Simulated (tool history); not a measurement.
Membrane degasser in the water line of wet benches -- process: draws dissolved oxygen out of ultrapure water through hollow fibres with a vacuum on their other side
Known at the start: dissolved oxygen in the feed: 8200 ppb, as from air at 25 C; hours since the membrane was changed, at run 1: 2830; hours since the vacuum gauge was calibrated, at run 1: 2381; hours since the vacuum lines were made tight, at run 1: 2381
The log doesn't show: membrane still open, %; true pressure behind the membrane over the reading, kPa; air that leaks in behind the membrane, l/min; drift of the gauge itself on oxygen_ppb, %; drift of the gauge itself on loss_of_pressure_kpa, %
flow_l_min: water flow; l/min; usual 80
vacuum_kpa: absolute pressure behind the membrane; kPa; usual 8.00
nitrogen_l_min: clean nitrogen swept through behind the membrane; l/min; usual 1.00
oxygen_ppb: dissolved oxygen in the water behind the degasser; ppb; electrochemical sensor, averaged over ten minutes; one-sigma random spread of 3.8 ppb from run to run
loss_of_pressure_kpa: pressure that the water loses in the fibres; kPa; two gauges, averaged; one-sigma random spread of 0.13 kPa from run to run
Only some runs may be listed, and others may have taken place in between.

run,hour,flow_l_min,vacuum_kpa,nitrogen_l_min,hours since the membrane was changed,hours since the vacuum gauge was calibrated,hours since the vacuum lines were made tight,oxygen_ppb,loss_of_pressure_kpa
1,0.0,80,8.00,1.00,2830,2381,2381,649.6,61.50
2,99.3,80,8.00,1.00,2929,2481,2481,656.5,61.90
3,177.5,80,8.00,1.00,3007,2559,2559,651.8,61.67
4,281.8,80,8.00,0.42,3112,2663,2663,1039.6,61.74
5,422.7,80,8.00,2.39,3253,2804,2804,357.2,61.74
6,501.6,80,8.00,2.39,3332,2883,2883,354.9,61.85
7,641.5,80,4.81,1.00,3472,3023,3023,261.6,62.10
8,754.3,80,4.81,0.50,3584,3136,3136,385.9,61.77
9,877.5,80,8.00,1.00,3708,3259,3259,667.1,62.04
10,1021.2,80,8.00,1.00,3851,3402,3402,658.0,61.87
11,1135.8,80,8.00,1.00,3966,3517,3517,669.1,62.09
12,1288.5,80,8.00,1.00,4118,3670,3670,669.5,62.16
13,1383.3,80,8.00,1.00,4213,3765,3765,671.8,62.16
14,1488.5,80,8.00,1.00,4319,3870,3870,662.0,62.48
15,1590.0,80,8.00,1.00,4420,3971,3971,673.4,62.11
16,1720.3,80,8.00,1.00,4550,4102,4102,662.1,62.19
# hour 1844.9: seals of the vacuum lines changed
17,1857.1,80,8.00,1.00,4685,4236,12,672.5,62.27
18,1944.3,80,8.00,1.00,4772,4324,99,661.2,62.36
19,2052.6,80,8.00,1.00,4881,4432,208,668.0,62.33
20,2186.5,100,8.00,1.00,5014,4566,342,780.7,77.95
21,2271.7,100,18.10,0.49,5100,4651,427,2798.3,78.27
22,2344.7,97,8.00,1.00,5173,4724,500,772.1,75.79
23,2430.2,67,5.94,1.78,5258,4809,585,251.4,52.37
24,2572.4,73,5.00,2.72,5400,4952,728,143.1,57.10
25,2701.2,73,5.00,2.72,5529,5080,856,142.1,57.20
26,2788.5,84,8.00,1.57,5617,5168,944,516.2,65.74
27,2909.9,84,8.00,1.57,5738,5289,1065,527.5,65.97
28,3025.5,84,8.00,1.57,5853,5405,1181,524.1,65.93
29,3101.7,58,8.00,1.00,5930,5481,1257,547.1,45.35
30,3220.6,58,8.00,1.00,6049,5600,1376,547.1,45.63
31,3281.8,52,11.04,1.89,6110,5661,1437,470.7,40.76
32,3362.1,93,5.98,2.46,6190,5741,1517,272.7,73.20

Below are 4 alternative next runs, each starting from the tool's condition after run 32. Predict each:
A,3488.3,93,5.28,2.46,6316,5868,1643,?,?
B,3488.3,93,5.98,1.51,6316,5868,1643,?,?
C,3488.3,80,8.00,0.47,6316,5868,1643,?,?
D,3488.3,99,18.22,1.00,6316,5868,1643,?,?

run,oxygen_ppb,loss_of_pressure_kpa
A,221.0,73.45
B,380.6,72.98
C,1041.0,63.03
D,2003.8,78.06
Without the tool's hidden state the same runs would have given:
run,oxygen_ppb,loss_of_pressure_kpa
A,175.2,70.71
B,318.2,70.26
C,940.8,60.69
D,1943.8,75.14
